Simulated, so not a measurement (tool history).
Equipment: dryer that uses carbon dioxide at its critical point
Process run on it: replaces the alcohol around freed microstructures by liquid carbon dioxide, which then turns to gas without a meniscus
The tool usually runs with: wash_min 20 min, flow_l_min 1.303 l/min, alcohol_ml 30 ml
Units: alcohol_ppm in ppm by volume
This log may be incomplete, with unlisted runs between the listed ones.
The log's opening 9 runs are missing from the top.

| run | hour | wash_min | flow_l_min | alcohol_ml | alcohol_ppm |
|---|---|---|---|---|---|
| 10 | 364.2 | 20 | 1.303 | 30 | 65 |
| 11 | 407.1 | 20 | 1.303 | 30 | 70 |
| 12 | 443.2 | 15 | 1.303 | 30 | 155 |
| 13 | 504 | 15 | 1.303 | 30 | 158 |
| 14 | 551.4 | 15 | 1.303 | 30 | 178 |
| 15 | 576.7 | 24 | 1.303 | 30 | 54 |
| 16 | 623 | 24 | 1.303 | 30 | 58 |
| 17 | 662.5 | 20 | 1.303 | 30 | 84 |
| 18 | 688.5 | 20 | 1.303 | 30 | 93 |
| 19 | 732.5 | 20 | 1.303 | 30 | 88 |
|  | 779.1 | inlet filter changed |
| 20 | 790.4 | 19 | 1.303 | 30 | 80 |
| 21 | 819.5 | 20 | 1.55 | 30 | 65 |
| 22 | 861 | 20 | 1.55 | 30 | 66 |
| 23 | 895.2 | 20 | 1.55 | 30 | 69 |
| 24 | 926.3 | 20 | 1.55 | 30 | 73 |
| 25 | 960.3 | 28 | 1.56 | 21 | 64 |
| 26 | 1001.9 | 28 | 1.56 | 21 | 66 |
| 27 | 1045.2 | 28 | 1.56 | 21 | 67 |
| 28 | 1103.8 | 27 | 1.303 | 75 | 85 |
| 29 | 1162.2 | 27 | 1.303 | 75 | 71 |
| 30 | 1192.5 | 16 | 1.3 | 81 | 313 |
| 31 | 1245.2 | 20 | 1.18 | 30 | 138 |

The next listed run, before its measurement:
| 32 | 1286.6 | 20 | 1.18 | 30 | ? |

alcohol_ppm: 142 ppm by volume
With no hidden state in the tool, this same run would have given alcohol_ppm 42 ppm by volume.
